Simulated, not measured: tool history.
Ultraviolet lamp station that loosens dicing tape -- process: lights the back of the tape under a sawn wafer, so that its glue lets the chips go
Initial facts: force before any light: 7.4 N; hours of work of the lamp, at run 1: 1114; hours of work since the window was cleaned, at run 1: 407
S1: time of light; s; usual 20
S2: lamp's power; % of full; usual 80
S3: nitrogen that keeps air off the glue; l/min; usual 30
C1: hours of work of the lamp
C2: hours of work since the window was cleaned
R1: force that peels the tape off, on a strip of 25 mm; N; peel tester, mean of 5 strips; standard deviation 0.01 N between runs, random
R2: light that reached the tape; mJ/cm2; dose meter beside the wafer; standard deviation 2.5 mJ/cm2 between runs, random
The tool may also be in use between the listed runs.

run,hour,S1,S2,S3,C1,C2,R1,R2
1,0.0,20,80,30,1114,407,0.773,237
2,63.5,20,80,30,1148,442,0.723,231
3,117.8,20,80,30,1178,471,0.768,233
4,159.0,20,80,30,1201,494,0.795,234
5,201.6,20,80,19,1224,517,0.922,229
6,248.0,20,80,10,1249,543,1.189,224
7,299.0,20,80,10,1277,570,1.226,221
8,348.7,20,80,30,1304,598,0.839,223
9,398.9,20,80,30,1332,625,0.883,216
10,430.1,20,75,30,1349,642,0.995,200
# hour 478.7: window cleaned of glue's vapour
11,493.0,20,70,30,1383,8,0.957,209
12,523.8,20,70,30,1400,25,0.961,208
13,582.2,20,66,30,1431,57,1.077,193
14,639.8,20,80,30,1463,88,0.804,236
15,705.7,20,80,17,1499,124,0.958,227
16,759.8,20,80,17,1528,153,0.967,224
17,801.1,15,90,17,1551,176,1.309,183
18,837.1,15,90,17,1571,196,1.353,190
19,872.1,15,97,46,1590,215,0.884,201
20,924.1,32,61,29,1618,243,0.602,270
21,969.4,23,69,18,1643,268,1.055,215
22,1018.6,27,80,37,1670,295,0.486,290
23,1056.8,27,84,24,1691,316,0.496,301
24,1101.0,21,96,24,1715,340,0.631,266
25,1155.0,27,79,23,1744,369,0.588,280
26,1192.4,12,94,38,1765,390,1.565,147
27,1239.5,12,94,38,1790,415,1.623,144
28,1274.3,12,94,38,1809,434,1.615,143
29,1303.2,15,70,13,1825,450,2.208,132
30,1348.6,25,77,30,1850,475,0.704,239
31,1384.9,23,94,30,1870,495,0.595,263

Forecast each of these 3 alternatives for the next run:
A,1429.1,14,71,29,1894,519,?,?
B,1429.1,13,99,53,1894,519,?,?
C,1429.1,24,80,29,1894,519,?,?

run,R1,R2
A,2.124,120
B,1.306,157
C,0.777,234
Take away the tool's hidden state, keep each run's random variation, and the runs would have read:
run,R1,R2
A,1.095,190
B,0.583,248
C,0.343,369
